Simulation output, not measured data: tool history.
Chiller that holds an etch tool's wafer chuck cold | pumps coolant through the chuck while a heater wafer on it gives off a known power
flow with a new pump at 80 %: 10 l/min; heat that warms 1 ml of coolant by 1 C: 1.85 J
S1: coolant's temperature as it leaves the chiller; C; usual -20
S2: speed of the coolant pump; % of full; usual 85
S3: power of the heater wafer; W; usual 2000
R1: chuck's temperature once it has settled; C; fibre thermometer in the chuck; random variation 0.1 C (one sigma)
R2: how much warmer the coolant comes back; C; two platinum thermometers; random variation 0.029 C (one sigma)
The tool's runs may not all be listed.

run	hour	S1	S2	S3	R1	R2
1	0.0	-20	85	2000	2.0	6.10
2	79.0	-20	85	2000	2.3	6.14
3	159.5	-20	85	2250	5.0	6.89
4	221.8	-20	85	2285	5.5	7.01
5	312.5	-20	85	2285	5.5	7.01
6	399.8	-20	67	2285	10.1	8.82
7	477.4	-24	85	2000	-1.8	6.15
8	555.5	-24	85	2000	-1.9	6.09
9	617.2	-24	85	2000	-1.9	6.17
10	710.3	-20	85	2000	2.2	6.16
11	765.3	-20	85	2000	2.3	6.18
12	812.7	-20	85	2000	2.3	6.19
13	922.1	-20	85	2000	2.3	6.16
14	996.3	-20	85	2000	2.3	6.17
15	1098.7	-20	85	2000	2.3	6.17
16	1152.0	-10	85	2000	12.3	6.23
17	1223.2	-10	85	2000	12.3	6.20
18	1281.7	-10	70	2000	15.6	7.49
19	1337.1	-10	70	2000	15.6	7.49
20	1404.9	-17	99	2000	3.1	5.46
21	1454.4	-29	84	2000	-6.4	6.28
22	1514.0	-20	73	2749	14.3	9.84
23	1579.0	-20	73	2749	14.0	9.83
24	1645.3	-20	73	2749	14.3	9.83
25	1724.5	-24	94	2003	-3.4	5.71
26	1783.1	-12	63	2000	15.6	8.28
27	1881.0	-29	70	1754	-6.7	6.61
28	1947.3	-16	70	2331	13.8	8.72
29	2048.6	-16	70	2331	13.9	8.72
30	2158.8	-16	70	2331	13.8	8.80
31	2239.4	-16	70	2331	13.7	8.59

Not shown: 1 entry that the log had between the listed runs. Between which runs, and how does the tool's hidden state differ before and after?
Between runs 30 and 31: gauge calibrated (hour 2188.9)
  drift of the gauge itself on warmer_back_c, C: 0.17 -> 0
  measured less the result without the state, R2: +0.17 -> +0.00 C
